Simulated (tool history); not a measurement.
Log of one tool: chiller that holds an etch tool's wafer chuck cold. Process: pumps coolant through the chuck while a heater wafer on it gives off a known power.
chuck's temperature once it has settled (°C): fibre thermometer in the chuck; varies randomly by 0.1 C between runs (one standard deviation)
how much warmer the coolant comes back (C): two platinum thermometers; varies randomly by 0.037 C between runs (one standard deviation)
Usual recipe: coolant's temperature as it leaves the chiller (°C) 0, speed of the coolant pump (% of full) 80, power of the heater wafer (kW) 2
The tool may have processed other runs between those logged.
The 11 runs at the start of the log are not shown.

run	hour	coolant's temperature as it leaves the chiller (°C)	speed of the coolant pump (% of full)	power of the heater wafer (kW)	hours since the coolant was changed and the channels were flushed	hours since the pump was overhauled	hours since the chiller's thermometer was calibrated	chuck's temperature once it has settled (°C)	how much warmer the coolant comes back (C)
12	924.3	0	80	2	1485	2899	985	15.6	7.26
13	997.4	-3	80	2	1558	2972	1058	12.5	7.26
14	1078.8	0	80	2	1640	3054	1139	15.3	7.26
15	1161	0	80	2	1722	3136	1221	15.4	7.35
16	1232.2	0	80	2	1793	3207	1293	15.4	7.29
17	1332.2	0	94	1.727	1893	3307	1393	11.8	5.27
18	1424.5	0	94	1.727	1985	3400	1485	12	5.22
19	1545.4	0	89	2.095	2106	3520	1606	14.8	6.76
20	1645.5	-5	80	1.119	2206	3621	1706	3.6	4.01
21	1698.6	-2	70	1.792	2259	3674	1759	13.4	7.6
22	1808.7	0	92	1.368	2370	3784	1869	9.4	4.24
23	1907	-5	92	1.406	2468	3882	1967	4.9	4.4
24	1973.9	0	66	2	2535	3949	2034	18.1	9.07
25	2037	0	66	1.987	2598	4012	2097	18.1	8.94
26	2097.2	0	63	1.987	2658	4072	2158	18.6	9.43
27	2151.6	-2	65	1.329	2713	4127	2212	10.1	6.11
28	2262.4	-2	68	2	2823	4237	2323	15.8	8.69
29	2368.8	-1	78	2	2930	4344	2429	14.9	7.5
30	2491.4	-1	78	2	3052	4466	2552	14.8	7.54
31	2570	-1	70	1.501	3131	4545	2630	11.9	6.42

Here are 3 independent what-if runs from the current tool condition. What would each one return?
A	2647.5	-1	64	2.082	3208	4623	2708	?	?
B	2647.5	5	80	2	3208	4623	2708	?	?
C	2647.5	0	70	2.672	3208	4623	2708	?	?

run	chuck's temperature once it has settled (°C)	how much warmer the coolant comes back (C)
A	18.3	9.68
B	20.6	7.31
C	23	11.37
The same runs, with their run-to-run variation unchanged, on a tool lacking any hidden condition would have given:
run	chuck's temperature once it has settled (°C)	how much warmer the coolant comes back (C)
A	18.2	9.67
B	20.6	7.31
C	23	11.36
